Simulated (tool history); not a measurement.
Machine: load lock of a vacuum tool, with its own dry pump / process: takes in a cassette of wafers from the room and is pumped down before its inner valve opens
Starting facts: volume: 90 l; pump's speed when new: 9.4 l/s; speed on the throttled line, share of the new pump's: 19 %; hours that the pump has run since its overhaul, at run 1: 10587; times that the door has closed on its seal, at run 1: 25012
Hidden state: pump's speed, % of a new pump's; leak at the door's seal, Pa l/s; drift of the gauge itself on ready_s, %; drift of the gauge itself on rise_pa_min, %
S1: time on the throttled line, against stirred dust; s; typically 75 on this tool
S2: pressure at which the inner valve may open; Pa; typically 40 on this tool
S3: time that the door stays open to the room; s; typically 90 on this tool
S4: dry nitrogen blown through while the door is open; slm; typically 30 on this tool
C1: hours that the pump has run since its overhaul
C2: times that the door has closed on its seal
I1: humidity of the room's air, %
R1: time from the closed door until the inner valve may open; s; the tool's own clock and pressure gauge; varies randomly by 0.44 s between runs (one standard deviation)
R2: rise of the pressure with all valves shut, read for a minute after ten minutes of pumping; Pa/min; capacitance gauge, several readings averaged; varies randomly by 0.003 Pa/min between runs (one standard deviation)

run    hour   S1  S2  S3  S4     C1     C2    I1     R1     R2
  1       0   75  40  90  30  10587  25012  43.8    142  0.077
  2     209   75  40  90  30  10796  25762  43.3  141.9   0.08
  3   350.1   75  40  90  11  10937  26269  42.3  141.2  0.095
  4   575.3   75  40  90  30  11162  27077  46.6  141.7  0.085
  5   821.1   75  40  90  30  11408  27959  46.4  142.4  0.087
  6  1085.7   75  40  30  30  11672  28909    46  142.3  0.067
  7  1340.6   75  40  30  30  11927  29824  46.9  141.6  0.069
  8  1523.6   75  40  30  30  12110  30481  47.2  142.1   0.08
  9  1790.7   75  40  90  30  12377  31440  45.2  142.6  0.102
 10  1950.9   75  40  90  30  12538  32015    46  142.8  0.096
 11  2156.8   75  40  90  30  12743  32754  46.2  142.4  0.099
 12  2280.5   75  40  90  30  12867  33198  42.1  142.7  0.098
 13  2395.9  107  40  90  30  12983  33612  47.6  168.9  0.102
 14  2567.7  107  40  90  30  13154  34229  44.3  168.7  0.106
 15  2785.8   75  40  31  30  13372  35012  45.2  143.1  0.089
 16  2951.1   75  40  90  30  13538  35605  43.6  142.9  0.106
 17  3119.1   75  40  90  30  13706  36208  42.6  143.2  0.111
 18  3253.7   75  40  90  30  13840  36691  47.1  143.4  0.113
 19  3395.4   75  40  90  30  13982  37200  44.9  143.9  0.114

Expected results for the next run?
 20  3638.7  75  40  90  30  14225  38073  43.1   ?   ?

{"run 20": {"R1": 143.5, "R2": 0.111}}
On a tool with no hidden condition, and with the same random variation, this run would have come out at R1 136.1 s, R2 0.028 Pa/min.
